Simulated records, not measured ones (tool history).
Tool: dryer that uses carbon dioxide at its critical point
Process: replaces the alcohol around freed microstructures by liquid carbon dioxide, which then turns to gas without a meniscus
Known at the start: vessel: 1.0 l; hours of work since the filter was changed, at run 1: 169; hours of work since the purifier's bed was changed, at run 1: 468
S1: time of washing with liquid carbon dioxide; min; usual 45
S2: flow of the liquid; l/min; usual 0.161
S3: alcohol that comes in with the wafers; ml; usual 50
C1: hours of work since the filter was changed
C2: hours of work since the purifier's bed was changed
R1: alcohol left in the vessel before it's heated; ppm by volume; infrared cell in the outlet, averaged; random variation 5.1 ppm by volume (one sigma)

run 1 hour=0.0 | S1=45 S2=0.161 S3=50 | C1=169 C2=468 | R1=241
run 2 hour=38.9 | S1=45 S2=0.161 S3=50 | C1=184 C2=483 | R1=249
run 3 hour=99.3 | S1=45 S2=0.161 S3=50 | C1=206 C2=505 | R1=266
run 4 hour=162.4 | S1=45 S2=0.161 S3=50 | C1=230 C2=529 | R1=287
run 5 hour=235.2 | S1=45 S2=0.161 S3=50 | C1=257 C2=556 | R1=298
run 6 hour=273.4 | S1=46 S2=0.134 S3=26 | C1=271 C2=570 | R1=378
run 7 hour=304.6 | S1=46 S2=0.134 S3=26 | C1=282 C2=581 | R1=390
-- hour=341.9 inlet filter changed
run 8 hour=365.4 | S1=45 S2=0.107 S3=50 | C1=9 C2=604 | R1=860
run 9 hour=433.2 | S1=40 S2=0.179 S3=50 | C1=34 C2=629 | R1=239
run 10 hour=500.7 | S1=43 S2=0.099 S3=49 | C1=59 C2=654 | R1=1431

Forecast each of these 4 alternatives for the next run:
run A hour=568.0 | S1=33 S2=0.099 S3=49 | C1=84 C2=679 | R1=?
run B hour=568.0 | S1=59 S2=0.156 S3=36 | C1=84 C2=679 | R1=?
run C hour=568.0 | S1=42 S2=0.099 S3=49 | C1=84 C2=679 | R1=?
run D hour=568.0 | S1=28 S2=0.161 S3=50 | C1=84 C2=679 | R1=?

run=A R1=3308
run=B R1=196
run=C R1=1631
run=D R1=1123
Without the tool's hidden state the same runs would have given:
run=A R1=2704
run=B R1=21
run=C R1=1211
run=D R1=771
